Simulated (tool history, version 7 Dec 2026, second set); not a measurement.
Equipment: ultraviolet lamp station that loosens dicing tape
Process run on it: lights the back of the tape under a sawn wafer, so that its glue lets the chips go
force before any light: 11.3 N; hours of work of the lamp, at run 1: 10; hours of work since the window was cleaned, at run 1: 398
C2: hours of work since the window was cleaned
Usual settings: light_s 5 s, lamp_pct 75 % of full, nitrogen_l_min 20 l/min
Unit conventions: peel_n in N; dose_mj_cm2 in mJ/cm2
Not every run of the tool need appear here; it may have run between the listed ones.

Run 1, day 0.000: usual settings; hours of work of the lamp 10; C2 398. Result: peel_n 1.753 N, dose_mj_cm2 373 mJ/cm2.
Run 2, day 0.646: usual settings; hours of work of the lamp 21; C2 408. Result: peel_n 1.780 N, dose_mj_cm2 371 mJ/cm2.
Run 3, day 1.054: usual settings; hours of work of the lamp 28; C2 415. Result: peel_n 1.729 N, dose_mj_cm2 375 mJ/cm2.
Run 4, day 1.812: usual settings; hours of work of the lamp 40; C2 427. Result: peel_n 1.856 N, dose_mj_cm2 369 mJ/cm2.
Run 5, day 2.529: usual settings; hours of work of the lamp 52; C2 439. Result: peel_n 1.775 N, dose_mj_cm2 369 mJ/cm2.
Run 6, day 2.954: usual settings; hours of work of the lamp 59; C2 446. Result: peel_n 1.827 N, dose_mj_cm2 371 mJ/cm2.
At day 3.079: window cleaned of glue's vapour.
Run 7, day 3.579: usual settings but lamp_pct 86 % of full; hours of work of the lamp 69; C2 8. Result: peel_n 1.102 N, dose_mj_cm2 462 mJ/cm2.
Run 8, day 4.096: usual settings but lamp_pct 86 % of full; hours of work of the lamp 78; C2 17. Result: peel_n 1.180 N, dose_mj_cm2 459 mJ/cm2.
Run 9, day 4.504: usual settings but lamp_pct 86 % of full; hours of work of the lamp 84; C2 23. Result: peel_n 1.187 N, dose_mj_cm2 460 mJ/cm2.
Run 10, day 5.104: usual settings but lamp_pct 86 % of full, nitrogen_l_min 18 l/min; hours of work of the lamp 94; C2 33. Result: peel_n 1.273 N, dose_mj_cm2 454 mJ/cm2.
Run 11, day 5.746: usual settings but light_s 3 s; hours of work of the lamp 105; C2 44. Result: peel_n 3.402 N, dose_mj_cm2 237 mJ/cm2.
Run 12, day 6.396: usual settings but light_s 3 s; hours of work of the lamp 115; C2 55. Result: peel_n 3.402 N, dose_mj_cm2 238 mJ/cm2.
Run 13, day 7.050: usual settings but light_s 3 s; hours of work of the lamp 126; C2 65. Result: peel_n 3.505 N, dose_mj_cm2 235 mJ/cm2.
Run 14, day 7.742: usual settings but light_s 3 s, lamp_pct 96 % of full; hours of work of the lamp 137; C2 77. Result: peel_n 2.465 N, dose_mj_cm2 298 mJ/cm2.
Run 15, day 8.083: usual settings but light_s 3 s, lamp_pct 72 % of full, nitrogen_l_min 6 l/min; hours of work of the lamp 143; C2 82. Result: peel_n 5.010 N, dose_mj_cm2 227 mJ/cm2.
Run 16, day 8.846: usual settings but light_s 3 s, lamp_pct 72 % of full, nitrogen_l_min 6 l/min; hours of work of the lamp 156; C2 95. Result: peel_n 5.273 N, dose_mj_cm2 222 mJ/cm2.
Run 17, day 9.354: usual settings but light_s 3 s, lamp_pct 63 % of full, nitrogen_l_min 13 l/min; hours of work of the lamp 164; C2 103. Result: peel_n 4.662 N, dose_mj_cm2 195 mJ/cm2.

The next listed run, before its measurement:
Run 18, day 9.712: usual settings but light_s 3 s, lamp_pct 63 % of full, nitrogen_l_min 13 l/min; hours of work of the lamp 170; C2 109. Result: peel_n ?, dose_mj_cm2 ?.

{"run 18": {"peel_n": 4.705, "dose_mj_cm2": 192}}
The same run, on a tool lacking any hidden state, would have yielded peel_n 4.444 N, dose_mj_cm2 205 mJ/cm2.

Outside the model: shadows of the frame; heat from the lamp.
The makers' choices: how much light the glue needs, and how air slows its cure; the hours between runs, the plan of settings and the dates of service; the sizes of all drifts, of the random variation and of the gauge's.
